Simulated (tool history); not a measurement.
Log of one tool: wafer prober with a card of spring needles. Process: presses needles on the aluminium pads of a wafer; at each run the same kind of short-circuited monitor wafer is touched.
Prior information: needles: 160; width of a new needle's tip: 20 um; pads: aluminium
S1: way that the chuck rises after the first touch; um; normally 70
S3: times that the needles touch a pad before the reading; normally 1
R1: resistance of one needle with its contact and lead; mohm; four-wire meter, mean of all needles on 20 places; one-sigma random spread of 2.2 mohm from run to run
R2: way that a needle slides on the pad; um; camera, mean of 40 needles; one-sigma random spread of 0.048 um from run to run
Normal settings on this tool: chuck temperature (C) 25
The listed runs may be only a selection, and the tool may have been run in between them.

{"run": 1, "hour": 0.0, "S1": 70, "chuck temperature (C)": 25, "S3": 1, "R1": 239, "R2": 16.92}
{"run": 2, "hour": 16.7, "S1": 70, "chuck temperature (C)": 25, "S3": 1, "R1": 237, "R2": 16.9}
{"run": 3, "hour": 24.9, "S1": 70, "chuck temperature (C)": 25, "S3": 1, "R1": 240, "R2": 16.92}
{"run": 4, "hour": 41.8, "S1": 60, "chuck temperature (C)": 25, "S3": 1, "R1": 240, "R2": 14.55}
{"run": 5, "hour": 54.7, "S1": 60, "chuck temperature (C)": 25, "S3": 1, "R1": 239, "R2": 14.48}
{"run": 6, "hour": 68.9, "S1": 60, "chuck temperature (C)": 25, "S3": 1, "R1": 238, "R2": 14.59}
{"run": 7, "hour": 78.3, "S1": 60, "chuck temperature (C)": 25, "S3": 1, "R1": 242, "R2": 14.6}
{"run": 8, "hour": 94.9, "S1": 70, "chuck temperature (C)": 25, "S3": 1, "R1": 239, "R2": 16.97}
{"run": 9, "hour": 111.3, "S1": 60, "chuck temperature (C)": 25, "S3": 1, "R1": 242, "R2": 14.6}
{"run": 10, "hour": 122.8, "S1": 60, "chuck temperature (C)": 25, "S3": 1, "R1": 240, "R2": 14.64}
{"run": 11, "hour": 132.3, "S1": 60, "chuck temperature (C)": 25, "S3": 1, "R1": 243, "R2": 14.71}
{"run": 12, "hour": 146.6, "S1": 70, "chuck temperature (C)": 25, "S3": 2, "R1": 240, "R2": 17.15}
{"run": 13, "hour": 161.5, "S1": 70, "chuck temperature (C)": 25, "S3": 2, "R1": 238, "R2": 17.08}
{"run": 14, "hour": 174.2, "S1": 70, "chuck temperature (C)": 25, "S3": 2, "R1": 240, "R2": 17.15}
{"run": 15, "hour": 188.0, "S1": 70, "chuck temperature (C)": 25, "S3": 2, "R1": 240, "R2": 17.17}
{"run": 16, "hour": 194.9, "S1": 70, "chuck temperature (C)": 25, "S3": 2, "R1": 241, "R2": 17.2}
{"run": 17, "hour": 208.8, "S1": 70, "chuck temperature (C)": 25, "S3": 1, "R1": 240, "R2": 17.08}
{"run": 18, "hour": 218.9, "S1": 76, "chuck temperature (C)": 25, "S3": 2, "R1": 242, "R2": 18.24}
{"run": 19, "hour": 230.3, "S1": 57, "chuck temperature (C)": 25, "S3": 3, "R1": 244, "R2": 13.73}
{"run": 20, "hour": 244.1, "S1": 57, "chuck temperature (C)": 25, "S3": 3, "R1": 245, "R2": 13.88}
{"run": 21, "hour": 260.0, "S1": 66, "chuck temperature (C)": 25, "S3": 1, "R1": 239, "R2": 15.93}
{"run": 22, "hour": 271.8, "S1": 67, "chuck temperature (C)": 98, "S3": 3, "R1": 259, "R2": 16.25}
{"run": 23, "hour": 289.0, "S1": 70, "chuck temperature (C)": 33, "S3": 1, "R1": 242, "R2": 16.95}
{"run": 24, "hour": 298.3, "S1": 54, "chuck temperature (C)": 33, "S3": 1, "R1": 243, "R2": 13.11}
{"run": 25, "hour": 308.7, "S1": 70, "chuck temperature (C)": 25, "S3": 3, "R1": 236, "R2": 17.02}
{"run": 26, "hour": 317.0, "S1": 73, "chuck temperature (C)": 25, "S3": 2, "R1": 238, "R2": 17.7}
{"run": 27, "hour": 331.1, "S1": 86, "chuck temperature (C)": 31, "S3": 3, "R1": 239, "R2": 20.9}
{"run": 28, "hour": 340.2, "S1": 74, "chuck temperature (C)": 43, "S3": 3, "R1": 242, "R2": 18.04}
{"run": 29, "hour": 347.3, "S1": 66, "chuck temperature (C)": 37, "S3": 3, "R1": 242, "R2": 16.05}
{"run": 30, "hour": 360.2, "S1": 66, "chuck temperature (C)": 67, "S3": 1, "R1": 257, "R2": 16.1}
{"run": 31, "hour": 374.2, "S1": 66, "chuck temperature (C)": 67, "S3": 1, "R1": 253, "R2": 16.17}
{"run": 32, "hour": 381.4, "S1": 63, "chuck temperature (C)": 111, "S3": 1, "R1": 264, "R2": 15.4}
{"run": 33, "hour": 390.5, "S1": 51, "chuck temperature (C)": 26, "S3": 1, "R1": 246, "R2": 12.46}

Not shown: 33 entries that the log had between the listed runs. Between which runs, and how does the tool's hidden state differ before and after?
After run 1, before run 2: tips cleaned on abrasive film (hour 7.7)
  debris on the tips, nm: 0.8 -> 1; way that the needles fall short of the set height, um: 0 -> 0.01; drift of the gauge itself on scrub_um, %: 0 -> 0.15
  measured less the result without the state, R2: +0.00 -> +0.02 um
After run 2, before run 3: tips cleaned on abrasive film (hour 20.3)
  debris on the tips, nm: 1 -> 0.7; drift of the gauge itself on scrub_um, %: 0.15 -> 0.22
  measured less the result without the state, R2: +0.02 -> +0.04 um
After run 3, before run 4: tips cleaned on abrasive film (hour 32.7)
  debris on the tips, nm: 0.7 -> 1; drift of the gauge itself on scrub_um, %: 0.22 -> 0.36
  measured less the result without the state, R2: +0.04 -> +0.05 um
After run 4, before run 5: tips cleaned on abrasive film (hour 45.5)
  drift of the gauge itself on scrub_um, %: 0.36 -> 0.48
  measured less the result without the state, R2: +0.05 -> +0.07 um
After run 5, before run 6: tips cleaned on abrasive film (hour 58.9)
  drift of the gauge itself on scrub_um, %: 0.48 -> 0.6
  measured less the result without the state, R2: +0.07 -> +0.09 um
After run 6, before run 7: tips cleaned on abrasive film (hour 71.5)
  debris on the tips, nm: 1 -> 0.8; drift of the gauge itself on scrub_um, %: 0.6 -> 0.68
  measured less the result without the state, R2: +0.09 -> +0.09 um
After run 7, before run 8: tips cleaned on abrasive film (hour 84.1)
  debris on the tips, nm: 0.8 -> 1.1; drift of the gauge itself on scrub_um, %: 0.68 -> 0.83
  measured less the result without the state, R2: +0.09 -> +0.14 um
After run 8, before run 9: tips cleaned on abrasive film (hour 97.8); tips cleaned on abrasive film (hour 110.1)
  debris on the tips, nm: 1.1 -> 0.3; drift of the gauge itself on scrub_um, %: 0.83 -> 0.97
  measured less the result without the state, R2: +0.14 -> +0.14 um
After run 9, before run 10: tips cleaned on abrasive film (hour 122.6)
  debris on the tips, nm: 0.3 -> 0.2; drift of the gauge itself on scrub_um, %: 0.97 -> 1.07
  measured less the result without the state, R2: +0.14 -> +0.16 um
After run 11, before run 12: tips cleaned on abrasive film (hour 135.1)
  debris on the tips, nm: 1 -> 1.1; drift of the gauge itself on scrub_um, %: 1.15 -> 1.27
  measured less the result without the state, R2: +0.16 -> +0.21 um
After run 12, before run 13: tips cleaned on abrasive film (hour 148.2); tips cleaned on abrasive film (hour 161.5)
  debris on the tips, nm: 1.1 -> 0.1; way that the needles fall short of the set height, um: 0.01 -> 0.02; tips' diameter, um: 20 -> 20.01; drift of the gauge itself on scrub_um, %: 1.27 -> 1.4
  measured less the result without the state, R2: +0.21 -> +0.23 um
After run 13, before run 14: tips cleaned on abrasive film (hour 173.9)
  debris on the tips, nm: 0.1 -> 0.2; drift of the gauge itself on scrub_um, %: 1.4 -> 1.51
  measured less the result without the state, R2: +0.23 -> +0.25 um
After run 14, before run 15: tips cleaned on abrasive film (hour 186.2)
  debris on the tips, nm: 0.2 -> 0.4; drift of the gauge itself on scrub_um, %: 1.51 -> 1.63
  measured less the result without the state, R2: +0.25 -> +0.27 um
After run 16, before run 17: tips cleaned on abrasive film (hour 198.6)
  drift of the gauge itself on scrub_um, %: 1.69 -> 1.82
  measured less the result without the state, R2: +0.29 -> +0.30 um
After run 17, before run 18: gauge calibrated (hour 210.8); tips cleaned on abrasive film (hour 210.9)
  debris on the tips, nm: 1 -> 0.9; drift of the gauge itself on scrub_um, %: 1.82 -> 0.07
  measured less the result without the state, R2: +0.30 -> +0.00 um
After run 18, before run 19: tips cleaned on abrasive film (hour 223.5)
  drift of the gauge itself on scrub_um, %: 0.07 -> 0.17
  measured less the result without the state, R2: +0.00 -> +0.02 um
After run 19, before run 20: tips cleaned on abrasive film (hour 236.5)
  drift of the gauge itself on scrub_um, %: 0.17 -> 0.29
  measured less the result without the state, R2: +0.02 -> +0.03 um
After run 20, before run 21: tips cleaned on abrasive film (hour 249.2)
  debris on the tips, nm: 0.9 -> 1; drift of the gauge itself on scrub_um, %: 0.29 -> 0.43
  measured less the result without the state, R2: +0.03 -> +0.06 um
After run 21, before run 22: tips cleaned on abrasive film (hour 262.4)
  drift of the gauge itself on scrub_um, %: 0.43 -> 0.53
  measured less the result without the state, R2: +0.06 -> +0.08 um
After run 22, before run 23: tips cleaned on abrasive film (hour 274.7); tips cleaned on abrasive film (hour 287.1)
  debris on the tips, nm: 1 -> 0.4; drift of the gauge itself on scrub_um, %: 0.53 -> 0.68
  measured less the result without the state, R2: +0.08 -> +0.11 um
After run 24, before run 25: tips cleaned on abrasive film (hour 299.8)
  debris on the tips, nm: 1.1 -> 1; drift of the gauge itself on scrub_um, %: 0.76 -> 0.85
  measured less the result without the state, R2: +0.10 -> +0.14 um
After run 25, before run 26: tips cleaned on abrasive film (hour 313.0)
  debris on the tips, nm: 1 -> 0.7; way that the needles fall short of the set height, um: 0.02 -> 0.03; drift of the gauge itself on scrub_um, %: 0.85 -> 0.92
  measured less the result without the state, R2: +0.14 -> +0.15 um
After run 26, before run 27: tips cleaned on abrasive film (hour 326.5)
  drift of the gauge itself on scrub_um, %: 0.92 -> 1.05
  measured less the result without the state, R2: +0.15 -> +0.21 um
After run 27, before run 28: tips cleaned on abrasive film (hour 339.3)
  debris on the tips, nm: 0.7 -> 0.3; drift of the gauge itself on scrub_um, %: 1.05 -> 1.12
  measured less the result without the state, R2: +0.21 -> +0.19 um
After run 29, before run 30: tips cleaned on abrasive film (hour 351.9)
  debris on the tips, nm: 0.9 -> 1; drift of the gauge itself on scrub_um, %: 1.19 -> 1.3
  measured less the result without the state, R2: +0.18 -> +0.20 um
After run 30, before run 31: tips cleaned on abrasive film (hour 364.7)
  drift of the gauge itself on scrub_um, %: 1.3 -> 1.42
  measured less the result without the state, R2: +0.20 -> +0.22 um
After run 31, before run 32: height of the first contact set anew (hour 376.6); tips cleaned on abrasive film (hour 377.8)
  debris on the tips, nm: 1 -> 0.6; way that the needles fall short of the set height, um: 0.03 -> 0; drift of the gauge itself on scrub_um, %: 1.42 -> 1.48
  measured less the result without the state, R2: +0.22 -> +0.23 um
After run 32, before run 33: tips cleaned on abrasive film (hour 390.5)
  debris on the tips, nm: 0.6 -> 0.1; drift of the gauge itself on scrub_um, %: 1.48 -> 1.56
  measured less the result without the state, R2: +0.23 -> +0.19 um
